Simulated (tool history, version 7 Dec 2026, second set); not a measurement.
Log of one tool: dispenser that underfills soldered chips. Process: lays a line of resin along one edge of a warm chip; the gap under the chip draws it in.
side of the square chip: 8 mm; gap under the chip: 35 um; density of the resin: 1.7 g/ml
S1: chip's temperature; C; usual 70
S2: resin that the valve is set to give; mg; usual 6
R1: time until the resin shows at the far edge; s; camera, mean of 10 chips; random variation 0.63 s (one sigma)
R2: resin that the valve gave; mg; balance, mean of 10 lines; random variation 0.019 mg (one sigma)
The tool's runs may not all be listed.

run   hour  S1    S2     R1    R2
  1      0  70     6   62.5  5.99
       7.3  -- new syringe of resin
  2      9  70     6   52.9  5.95
  3   18.7  70     6   66.9  5.91
      22.7  -- new syringe of resin
  4   26.8  70     6   55.8  5.89
      37.7  -- new syringe of resin
  5   40.6  70  6.52   53.5  6.38
        53  -- new syringe of resin
  6   56.4  70  6.52   54.9  6.37
      68.4  -- new syringe of resin
  7     71  70  6.52   52.7  6.34
  8   78.3  70   5.4   64.5  5.25
      83.7  -- new syringe of resin
      90.4  -- dispensing valve cleaned and set on the balance
  9   93.2  70     6   62.1  5.96
      99.9  -- new syringe of resin
 10  109.3  70     6   62.1  5.94
     116.1  -- new syringe of resin
 11  119.4  82     6     38  5.97
     131.5  -- new syringe of resin
 12  136.5  82     6   39.4  5.93
 13  145.9  82     6     48  5.89
       147  -- new syringe of resin
 14  159.6  82     6   47.2   5.9
     162.8  -- new syringe of resin
 15  173.1  82     6   42.6  5.87
     177.8  -- stage's temperature calibrated
     179.1  -- new syringe of resin
 16  184.5  82     6   43.1   5.8
     194.3  -- new syringe of resin
 17  201.6  82     6   44.7  5.78
     208.6  -- dispensing valve cleaned and set on the balance
     211.4  -- new syringe of resin
 18  214.6  82     6   39.5  5.99
 19  222.6  59  5.25  103.3  5.21
     226.5  -- new syringe of resin
 20    237  59   5.2  103.2  5.14
     241.8  -- new syringe of resin
 21    250  77  5.47   52.7  5.44
       257  -- new syringe of resin
 22    258  77  5.47   46.3  5.39
     272.3  -- new syringe of resin
 23  274.1  81  7.36   39.5  7.22
     287.4  -- new syringe of resin
 24  287.4  70  6.88   54.6  6.69
 25  294.9  70  6.88   63.8  6.69
     302.6  -- new syringe of resin
 26  311.1  70  6.88   67.4  6.63
     317.8  -- new syringe of resin
 27  321.9  70  6.88   59.3  6.65
     325.9  -- dispensing valve cleaned and set on the balance
     334.8  -- new syringe of resin
 28  334.8  76  6.19   44.1   6.2

Forecast each of these 3 alternatives for the next run:
  A  342.7  59  5.98   ?   ?
  B  342.7  75  7.47   ?   ?
  C  342.7  76  5.38   ?   ?

run    R1    R2
  A    94  5.96
  B  53.9  7.45
  C    54  5.36
Without the tool's hidden state the same runs would have given:
run    R1    R2
  A  81.3  5.99
  B  46.5  7.49
  C  46.6  5.39
